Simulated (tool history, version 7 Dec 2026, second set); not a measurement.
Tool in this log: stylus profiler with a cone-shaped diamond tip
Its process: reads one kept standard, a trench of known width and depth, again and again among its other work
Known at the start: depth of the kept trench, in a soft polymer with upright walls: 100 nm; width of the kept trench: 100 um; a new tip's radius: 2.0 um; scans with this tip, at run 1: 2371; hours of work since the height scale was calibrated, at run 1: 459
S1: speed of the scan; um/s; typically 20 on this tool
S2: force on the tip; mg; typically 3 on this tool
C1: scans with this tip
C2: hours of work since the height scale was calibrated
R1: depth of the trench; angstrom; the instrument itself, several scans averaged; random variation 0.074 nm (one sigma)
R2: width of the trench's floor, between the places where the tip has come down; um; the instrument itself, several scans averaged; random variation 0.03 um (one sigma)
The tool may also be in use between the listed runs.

run 1 hour=0 | S1=20 S2=3 | C1=2371 C2=459 | R1=1008.6 R2=98.73
run 2 hour=36.4 | S1=20 S2=3 | C1=2449 C2=474 | R1=1007.8 R2=98.76
run 3 hour=64.4 | S1=20 S2=4.24 | C1=2510 C2=486 | R1=1008.1 R2=98.77
run 4 hour=95.7 | S1=45 S2=3 | C1=2577 C2=499 | R1=1007.8 R2=98.7
run 5 hour=140.1 | S1=45 S2=3 | C1=2673 C2=517 | R1=1008 R2=98.63
run 6 hour=169.6 | S1=20 S2=3 | C1=2736 C2=529 | R1=1007.3 R2=98.69
run 7 hour=204.3 | S1=20 S2=3 | C1=2811 C2=544 | R1=1007.1 R2=98.71
run 8 hour=226.6 | S1=20 S2=3 | C1=2859 C2=553 | R1=1006 R2=98.74
run 9 hour=249.5 | S1=20 S2=3 | C1=2908 C2=563 | R1=1006.6 R2=98.73
run 10 hour=299.6 | S1=54 S2=3 | C1=3016 C2=584 | R1=1007.2 R2=98.65
run 11 hour=320.7 | S1=54 S2=3 | C1=3061 C2=592 | R1=1008.1 R2=98.68

Each row is a separate what-if for the run after 11, all from the same tool condition, not one after another. Results?
run A hour=356 | S1=20 S2=6.52 | C1=3137 C2=607 | R1=? R2=?
run B hour=356 | S1=7 S2=3 | C1=3137 C2=607 | R1=? R2=?
run C hour=356 | S1=10 S2=1.95 | C1=3137 C2=607 | R1=? R2=?
run D hour=356 | S1=7 S2=1.44 | C1=3137 C2=607 | R1=? R2=?
run E hour=356 | S1=57 S2=5.15 | C1=3137 C2=607 | R1=? R2=?

run=A R1=1012.9 R2=98.7
run=B R1=1007.8 R2=98.72
run=C R1=1007.2 R2=98.7
run=D R1=1005.8 R2=98.73
run=E R1=1010.1 R2=98.69
What these runs would have given with no unlogged condition in the tool:
run=A R1=1012.9 R2=98.71
run=B R1=1007.8 R2=98.73
run=C R1=1007.2 R2=98.71
run=D R1=1005.8 R2=98.74
run=E R1=1010.1 R2=98.7
